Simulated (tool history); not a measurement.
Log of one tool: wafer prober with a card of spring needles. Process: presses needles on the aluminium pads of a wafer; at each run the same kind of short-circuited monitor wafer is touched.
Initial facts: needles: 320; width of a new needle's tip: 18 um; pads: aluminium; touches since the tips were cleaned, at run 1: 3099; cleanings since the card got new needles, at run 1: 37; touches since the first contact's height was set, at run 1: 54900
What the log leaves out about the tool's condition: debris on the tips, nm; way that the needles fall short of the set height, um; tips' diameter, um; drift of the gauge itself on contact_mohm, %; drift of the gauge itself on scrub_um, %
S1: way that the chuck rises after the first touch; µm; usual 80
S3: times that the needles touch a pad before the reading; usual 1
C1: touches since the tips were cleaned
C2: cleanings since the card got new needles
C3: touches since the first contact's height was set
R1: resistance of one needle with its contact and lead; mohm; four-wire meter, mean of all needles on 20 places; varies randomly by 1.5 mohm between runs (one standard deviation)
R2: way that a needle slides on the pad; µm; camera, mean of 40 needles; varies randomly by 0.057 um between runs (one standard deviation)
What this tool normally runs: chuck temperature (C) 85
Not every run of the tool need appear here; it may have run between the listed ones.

run 1 hour=0 | S1=80 chuck_temperature_(C)=85 S3=1 | C1=3099 C2=37 C3=54900 | R1=143 R2=20.6
-- hour=1.8 tips cleaned on abrasive film
run 2 hour=4.1 | S1=80 chuck_temperature_(C)=85 S3=2 | C1=1349 C2=38 C3=57244 | R1=143 R2=20.53
-- hour=8.9 tips cleaned on abrasive film
run 3 hour=12.1 | S1=80 chuck_temperature_(C)=85 S3=2 | C1=1841 C2=39 C3=61877 | R1=147 R2=20.55
-- hour=16.1 tips cleaned on abrasive film
run 4 hour=20.9 | S1=80 chuck_temperature_(C)=85 S3=2 | C1=2789 C2=40 C3=66993 | R1=143 R2=20.73
-- hour=23.3 tips cleaned on abrasive film
run 5 hour=28.9 | S1=80 chuck_temperature_(C)=85 S3=1 | C1=3286 C2=41 C3=71668 | R1=144 R2=20.6
-- hour=30.6 tips cleaned on abrasive film
-- hour=37.8 tips cleaned on abrasive film
run 6 hour=37.8 | S1=80 chuck_temperature_(C)=109 S3=1 | C1=0 C2=43 C3=76778 | R1=147 R2=20.74
run 7 hour=44 | S1=80 chuck_temperature_(C)=109 S3=1 | C1=3604 C2=43 C3=80382 | R1=150 R2=20.67
-- hour=45.2 tips cleaned on abrasive film
run 8 hour=48.4 | S1=80 chuck_temperature_(C)=85 S3=1 | C1=1866 C2=44 C3=82935 | R1=143 R2=20.89
run 9 hour=52.1 | S1=90 chuck_temperature_(C)=85 S3=1 | C1=4036 C2=44 C3=85105 | R1=144 R2=23.37
-- hour=52.8 tips cleaned on abrasive film
run 10 hour=58.9 | S1=90 chuck_temperature_(C)=85 S3=1 | C1=3637 C2=45 C3=89064 | R1=142 R2=23.36
-- hour=59.9 tips cleaned on abrasive film
run 11 hour=63.2 | S1=90 chuck_temperature_(C)=85 S3=3 | C1=1958 C2=46 C3=91514 | R1=140 R2=23.34
-- hour=67.6 tips cleaned on abrasive film
run 12 hour=71.6 | S1=90 chuck_temperature_(C)=85 S3=3 | C1=2326 C2=47 C3=96355 | R1=140 R2=23.28
-- hour=74.8 tips cleaned on abrasive film
run 13 hour=77.2 | S1=90 chuck_temperature_(C)=85 S3=3 | C1=1412 C2=48 C3=99622 | R1=142 R2=23.31
-- hour=82 tips cleaned on abrasive film
run 14 hour=83.4 | S1=90 chuck_temperature_(C)=85 S3=3 | C1=811 C2=49 C3=103215 | R1=139 R2=23.47
run 15 hour=87.3 | S1=90 chuck_temperature_(C)=85 S3=3 | C1=3110 C2=49 C3=105514 | R1=142 R2=23.46
-- hour=89.3 tips cleaned on abrasive film
run 16 hour=94.5 | S1=90 chuck_temperature_(C)=85 S3=3 | C1=3063 C2=50 C3=109674 | R1=141 R2=23.4
-- hour=96.7 tips cleaned on abrasive film
run 17 hour=103.1 | S1=77 chuck_temperature_(C)=85 S3=1 | C1=3793 C2=51 C3=114675 | R1=145 R2=20.04
-- hour=104 tips cleaned on abrasive film
run 18 hour=107 | S1=77 chuck_temperature_(C)=85 S3=1 | C1=1739 C2=52 C3=116875 | R1=148 R2=19.97
-- hour=111 tips cleaned on abrasive film
-- hour=111.3 height of the first contact set anew
run 19 hour=113.9 | S1=83 chuck_temperature_(C)=54 S3=1 | C1=1481 C2=53 C3=1481 | R1=138 R2=21.6
-- hour=118.7 tips cleaned on abrasive film
run 20 hour=118.7 | S1=74 chuck_temperature_(C)=54 S3=1 | C1=0 C2=54 C3=4250 | R1=138 R2=19.33
run 21 hour=123.2 | S1=80 chuck_temperature_(C)=80 S3=2 | C1=2644 C2=54 C3=6894 | R1=141 R2=20.78
-- hour=126.2 tips cleaned on abrasive film
run 22 hour=129.4 | S1=80 chuck_temperature_(C)=39 S3=1 | C1=1851 C2=55 C3=10471 | R1=135 R2=20.77
-- hour=133.4 tips cleaned on abrasive film
run 23 hour=137.1 | S1=80 chuck_temperature_(C)=39 S3=1 | C1=2161 C2=56 C3=14957 | R1=136 R2=20.8
-- hour=141 tips cleaned on abrasive film
run 24 hour=141 | S1=76 chuck_temperature_(C)=60 S3=1 | C1=0 C2=57 C3=17203 | R1=143 R2=19.76
-- hour=148.2 tips cleaned on abrasive film
run 25 hour=149.3 | S1=61 chuck_temperature_(C)=71 S3=1 | C1=644 C2=58 C3=21992 | R1=150 R2=15.98
run 26 hour=153.2 | S1=61 chuck_temperature_(C)=71 S3=1 | C1=2960 C2=58 C3=24308 | R1=152 R2=15.83
-- hour=155.6 tips cleaned on abrasive film
run 27 hour=159.6 | S1=80 chuck_temperature_(C)=36 S3=1 | C1=2331 C2=59 C3=27992 | R1=134 R2=21.04
-- hour=163.1 tips cleaned on abrasive film
run 28 hour=164.5 | S1=80 chuck_temperature_(C)=36 S3=1 | C1=831 C2=60 C3=30835 | R1=134 R2=20.83
-- hour=170.1 tips cleaned on abrasive film
run 29 hour=170.1 | S1=72 chuck_temperature_(C)=85 S3=2 | C1=0 C2=61 C3=34077 | R1=147 R2=18.8

Forecast each of these 3 alternatives for the next run:
-- hour=177.2 tips cleaned on abrasive film
run A hour=178.5 | S1=95 chuck_temperature_(C)=85 S3=1 | C1=775 C2=62 C3=38955 | R1=? R2=?
-- hour=177.2 tips cleaned on abrasive film
run B hour=178.5 | S1=65 chuck_temperature_(C)=74 S3=2 | C1=775 C2=62 C3=38955 | R1=? R2=?
-- hour=177.2 tips cleaned on abrasive film
run C hour=178.5 | S1=87 chuck_temperature_(C)=27 S3=2 | C1=775 C2=62 C3=38955 | R1=? R2=?

run=A R1=140 R2=24.83
run=B R1=148 R2=16.99
run=C R1=133 R2=22.66
Take away the tool's hidden state, keep each run's random variation, and the runs would have read:
run=A R1=140 R2=24.44
run=B R1=147 R2=16.72
run=C R1=133 R2=22.3
